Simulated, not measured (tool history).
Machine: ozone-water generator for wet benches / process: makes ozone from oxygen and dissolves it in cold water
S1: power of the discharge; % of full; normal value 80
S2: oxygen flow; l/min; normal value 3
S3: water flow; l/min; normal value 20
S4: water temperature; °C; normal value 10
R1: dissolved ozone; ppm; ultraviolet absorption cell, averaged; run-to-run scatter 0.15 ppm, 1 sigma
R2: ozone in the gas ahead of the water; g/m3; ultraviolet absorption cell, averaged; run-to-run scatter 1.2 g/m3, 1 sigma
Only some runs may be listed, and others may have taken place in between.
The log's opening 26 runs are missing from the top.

| run | hour | S1 | S2 | S3 | S4 | R1 | R2 |
|---|---|---|---|---|---|---|---|
| 27 | 1886.4 | 43 | 3 | 26 | 10 | 7.8 | 122.3 |
| 28 | 1968.5 | 43 | 3 | 29 | 6 | 7 | 121.7 |
| 29 | 2052.3 | 63 | 2.34 | 27 | 10 | 9.2 | 188.4 |
| 30 | 2135.8 | 63 | 2.34 | 27 | 10 | 9.3 | 187.4 |
| 31 | 2198.3 | 63 | 2.34 | 27 | 10 | 9.2 | 189.1 |
| 32 | 2287.1 | 63 | 2.34 | 27 | 10 | 9.2 | 191.1 |
| 33 | 2384.3 | 90 | 3 | 20 | 16 | 16.8 | 215 |
| 34 | 2482.6 | 90 | 3 | 20 | 16 | 17.1 | 213 |

Here are 3 independent what-if runs from the current tool condition. What would each one return?
| A | 2563.4 | 87 | 3.01 | 20 | 10 | ? | ? |
| B | 2563.4 | 90 | 4.86 | 16 | 10 | ? | ? |
| C | 2563.4 | 80 | 3 | 25 | 10 | ? | ? |

| run | R1 | R2 |
|---|---|---|
| A | 17.4 | 207.2 |
| B | 23.3 | 164.7 |
| C | 13 | 196.9 |
Had the tool no hidden state, the same runs would have come out as:
| run | R1 | R2 |
|---|---|---|
| A | 20 | 229.7 |
| B | 26.7 | 183 |
| C | 14.9 | 217 |
